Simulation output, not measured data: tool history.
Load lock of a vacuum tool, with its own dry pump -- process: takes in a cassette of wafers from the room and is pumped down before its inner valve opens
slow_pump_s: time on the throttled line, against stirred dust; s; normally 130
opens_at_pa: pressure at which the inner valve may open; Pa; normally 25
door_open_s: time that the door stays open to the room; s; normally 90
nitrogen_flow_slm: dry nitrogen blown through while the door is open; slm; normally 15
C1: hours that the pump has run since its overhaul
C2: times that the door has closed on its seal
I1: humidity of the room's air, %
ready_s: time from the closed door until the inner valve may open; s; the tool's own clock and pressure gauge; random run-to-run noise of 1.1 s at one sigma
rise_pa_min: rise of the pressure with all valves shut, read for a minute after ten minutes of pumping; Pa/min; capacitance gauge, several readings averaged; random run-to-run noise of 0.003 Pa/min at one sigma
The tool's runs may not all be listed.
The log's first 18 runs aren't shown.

Run 19, hour 1694.8: usual settings but nitrogen_flow_slm 10 slm; C1 2709; C2 22228; I1 45.5. Result: ready_s 182.8 s, rise_pa_min 0.324 Pa/min.
Run 20, hour 1819.6: usual settings but nitrogen_flow_slm 10 slm; C1 2834; C2 22825; I1 42.0. Result: ready_s 183.2 s, rise_pa_min 0.336 Pa/min.
Run 21, hour 1912.1: usual settings but nitrogen_flow_slm 24 slm; C1 2926; C2 23268; I1 44.7. Result: ready_s 183.9 s, rise_pa_min 0.347 Pa/min.
Run 22, hour 2004.6: usual settings but nitrogen_flow_slm 24 slm; C1 3019; C2 23711; I1 45.3. Result: ready_s 185.7 s, rise_pa_min 0.349 Pa/min.
Run 23, hour 2114.8: usual settings but slow_pump_s 77 s, door_open_s 84 s; C1 3129; C2 24238; I1 44.2. Result: ready_s 139.6 s, rise_pa_min 0.359 Pa/min.
Run 24, hour 2214.8: usual settings but slow_pump_s 77 s, door_open_s 84 s; C1 3229; C2 24717; I1 43.5. Result: ready_s 139.4 s, rise_pa_min 0.380 Pa/min.
Run 25, hour 2300.9: usual settings but slow_pump_s 77 s, opens_at_pa 26 Pa, door_open_s 123 s, nitrogen_flow_slm 13 slm; C1 3315; C2 25129; I1 38.6. Result: ready_s 138.4 s, rise_pa_min 0.389 Pa/min.
Run 26, hour 2379.4: usual settings but slow_pump_s 77 s, opens_at_pa 26 Pa, door_open_s 123 s, nitrogen_flow_slm 13 slm; C1 3394; C2 25505; I1 44.0. Result: ready_s 139.3 s, rise_pa_min 0.394 Pa/min.
Run 27, hour 2488.5: usual settings but slow_pump_s 112 s, opens_at_pa 26 Pa, door_open_s 123 s, nitrogen_flow_slm 23 slm; C1 3503; C2 26027; I1 43.2. Result: ready_s 169.6 s, rise_pa_min 0.416 Pa/min.
Run 28, hour 2594.3: usual settings but slow_pump_s 112 s, opens_at_pa 26 Pa, door_open_s 123 s, nitrogen_flow_slm 23 slm; C1 3608; C2 26534; I1 44.8. Result: ready_s 168.1 s, rise_pa_min 0.422 Pa/min.
Run 29, hour 2694.1: usual settings but slow_pump_s 112 s, opens_at_pa 26 Pa, door_open_s 123 s, nitrogen_flow_slm 23 slm; C1 3708; C2 27011; I1 43.0. Result: ready_s 169.8 s, rise_pa_min 0.428 Pa/min.
Run 30, hour 2781.5: usual settings but slow_pump_s 72 s, opens_at_pa 21 Pa; C1 3796; C2 27430; I1 39.8. Result: ready_s 137.9 s, rise_pa_min 0.437 Pa/min.
Run 31, hour 2890.9: usual settings but slow_pump_s 72 s, opens_at_pa 28 Pa, door_open_s 120 s; C1 3905; C2 27953; I1 46.0. Result: ready_s 136.2 s, rise_pa_min 0.462 Pa/min.
Run 32, hour 2983.0: usual settings but slow_pump_s 72 s, opens_at_pa 28 Pa, door_open_s 120 s; C1 3997; C2 28394; I1 42.0. Result: ready_s 134.5 s, rise_pa_min 0.480 Pa/min.
Run 33, hour 3106.0: usual settings but opens_at_pa 30 Pa, door_open_s 39 s; C1 4120; C2 28983; I1 42.1. Result: ready_s 183.6 s, rise_pa_min 0.469 Pa/min.
Run 34, hour 3196.4: usual settings but opens_at_pa 24 Pa, nitrogen_flow_slm 5 slm; C1 4211; C2 29416; I1 50.0. Result: ready_s 185.3 s, rise_pa_min 0.513 Pa/min.
Run 35, hour 3336.1: usual settings but opens_at_pa 24 Pa, nitrogen_flow_slm 5 slm; C1 4350; C2 30085; I1 43.9. Result: ready_s 187.1 s, rise_pa_min 0.517 Pa/min.
Run 36, hour 3467.5: usual settings but opens_at_pa 24 Pa, nitrogen_flow_slm 8 slm; C1 4482; C2 30713; I1 48.0. Result: ready_s 186.5 s, rise_pa_min 0.543 Pa/min.
Run 37, hour 3550.5: usual settings but slow_pump_s 192 s, opens_at_pa 35 Pa, nitrogen_flow_slm 8 slm; C1 4565; C2 31111; I1 52.4. Result: ready_s 233.2 s, rise_pa_min 0.556 Pa/min.

3 options for the next run, each taken on its own from the tool as it stands now. Forecast them:
At hour 3588.8: door's seal changed, seat wiped.
Run A, hour 3659.2: usual settings but slow_pump_s 77 s, nitrogen_flow_slm 6 slm; C1 4672; C2 337; I1 47.1. Result: ready_s ?, rise_pa_min ?.
At hour 3588.8: door's seal changed, seat wiped.
Run B, hour 3659.2: usual settings but slow_pump_s 153 s, opens_at_pa 44 Pa, door_open_s 38 s; C1 4672; C2 337; I1 43.7. Result: ready_s ?, rise_pa_min ?.
At hour 3588.8: door's seal changed, seat wiped.
Run C, hour 3659.2: usual settings but slow_pump_s 192 s, opens_at_pa 35 Pa, nitrogen_flow_slm 36 slm; C1 4672; C2 337; I1 44.2. Result: ready_s ?, rise_pa_min ?.

run  ready_s  rise_pa_min
  A    141.2        0.033
  B    200.8        0.010
  C    232.7        0.016
Had the tool no hidden state, the same runs would have come out as:
run  ready_s  rise_pa_min
  A    136.5        0.032
  B    197.3        0.008
  C    229.5        0.015
